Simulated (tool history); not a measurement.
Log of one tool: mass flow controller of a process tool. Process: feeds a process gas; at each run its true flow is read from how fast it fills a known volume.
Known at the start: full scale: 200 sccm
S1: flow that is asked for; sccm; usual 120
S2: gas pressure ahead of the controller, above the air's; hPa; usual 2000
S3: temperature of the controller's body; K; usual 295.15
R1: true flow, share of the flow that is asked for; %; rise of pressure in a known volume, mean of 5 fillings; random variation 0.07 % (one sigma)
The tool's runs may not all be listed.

run      day   S1    S2      S3     R1
  1    0.000  120  2000  295.15  98.93
  2   10.500  120  1480  295.15  99.04
  3   22.433  120  1480  295.15  99.20
  4   43.517  120  1480  295.15  99.04
  5   54.850  120  1480  295.15  99.21
  6   64.671  120  1480  295.15  99.24
  7   77.067  120  1480  295.15  99.14
  8   87.229  120  1480  295.15  99.14
      89.046  -- controller exchanged for a calibrated one
  9   96.529  120  1480  295.15  99.13
 10  115.171  120  1880  295.15  99.07
 11  128.100  101  2000  295.15  98.81
 12  144.262  101  2000  295.15  98.74
 13  158.688  120  2410  295.15  98.95
 14  180.312  120  2410  295.15  98.81
 15  190.829  137  1610  295.15  99.46
 16  204.517   23  2420  310.15  97.14
 17  219.592   23  2420  310.15  97.05
 18  231.692   66  1510  297.15  98.27
 19  252.725  120  1680  300.15  98.93
 20  268.675  126  1680  298.15  98.96
 21  287.508  126  1680  298.15  99.07
 22  300.104  120  2000  295.15  99.01
 23  313.483  120  2740  295.15  98.82
 24  324.988  124  2150  293.15  99.18
 25  340.117   26  1460  294.15  97.89
 26  356.488  167  1550  310.15  99.20
 27  368.062   94  2000  295.15  98.68

5 ways to go on from here, each from the tool as it stands after run 27. What would each give?
  A  388.142   98  2130  295.15   ?
  B  388.142  153  2000  295.15   ?
  C  388.142   60  1820  305.15   ?
  D  388.142   56  1940  295.15   ?
  E  388.142   28  1770  295.15   ?

run     R1
  A  98.74
  B  99.35
  C  97.89
  D  98.12
  E  97.85
Without the tool's hidden state the same runs would have given:
run     R1
  A  98.75
  B  99.36
  C  97.90
  D  98.14
  E  97.88
